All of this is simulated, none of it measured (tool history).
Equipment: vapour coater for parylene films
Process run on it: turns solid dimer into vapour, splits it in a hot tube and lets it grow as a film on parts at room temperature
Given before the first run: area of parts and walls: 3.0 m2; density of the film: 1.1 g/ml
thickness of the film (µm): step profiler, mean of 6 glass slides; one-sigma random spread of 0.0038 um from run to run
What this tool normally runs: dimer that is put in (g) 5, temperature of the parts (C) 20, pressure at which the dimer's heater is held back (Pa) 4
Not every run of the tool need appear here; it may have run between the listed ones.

run     day  dimer that is put in (g)  temperature of the parts (C)  pressure at which the dimer's heater is held back (Pa)  thickness of the film (µm)
  1       0                         5                            20                                                       4                       1.099
  2   3.175                         5                            20                                                       4                       1.083
      5.079  -- trap's valve overhauled
  3   6.562                         5                            20                                                       4                       1.127
  4   8.608                         5                            20                                                       4                        1.11
  5  11.417                         5                            20                                                       4                       1.109
  6  14.483                         5                            20                                                       4                       1.099
  7  16.508                         5                            20                                                       4                       1.083
  8   18.35                         5                            20                                                       4                       1.081
  9  20.621                         5                            20                                                       4                       1.068
     22.388  -- trap's valve overhauled
 10  23.358                         5                            20                                                       4                       1.123
 11  26.946                         5                            20                                                       4                        1.11
 12  30.258                         5                            20                                                       4                       1.105
 13  33.938                         5                            20                                                       4                       1.084
     34.467  -- table's thermometer calibrated
 14  35.892                         5                            20                                                       4                       1.083
 15    38.6                         5                            20                                                       4                       1.074
     39.854  -- trap's valve overhauled
 16  41.921                         5                            20                                                    4.89                       1.077
     42.933  -- table's thermometer calibrated, once more
 17  45.383                         7                            20                                                       4                       1.578
 18  49.071                         7                            20                                                       4                       1.554
 19  51.975                         7                            20                                                       4                       1.543
 20  53.642                         7                            20                                                       4                       1.532
 21  55.658                         7                            20                                                       4                       1.519
     57.304  -- trap's valve overhauled
 22  58.271                         6                            20                                                       4                       1.362
 23  60.421                         6                            31                                                   10.94                       0.882
 24  63.833                         3                            18                                                       4                       0.698
 25    66.3                         6                            24                                                    4.97                       1.177
 26  68.925                         7                            16                                                    6.36                       1.513
 27  72.138                         7                            16                                                    6.36                       1.507
     74.588  -- trap's valve overhauled
 28  74.588                         4                            12                                                    6.43                        0.97
 29  76.267                         4                            23                                                    6.43                       0.771
 30  78.854                         6                            20                                                       4                       1.347
 31  82.592                         3                            16                                                    7.14                       0.639
 32    86.3                         3                            16                                                    7.14                       0.636
 33  88.521                         5                            18                                                    3.66                       1.154
 34  90.533                         5                            15                                                    3.18                       1.254
     92.017  -- trap's valve overhauled
 35  93.262                         8                            15                                                       4                       1.999
 36  94.967                         8                            15                                                       4                       1.979
 37  96.996                         8                            15                                                       4                       1.974

Run 38 is up next; what results do you expect?
 38  100.579                         8                            15                                                       4                           ?

thickness of the film (µm): 1.958
The same run, on a tool lacking any hidden state, would have yielded thickness of the film (µm) 2.035.
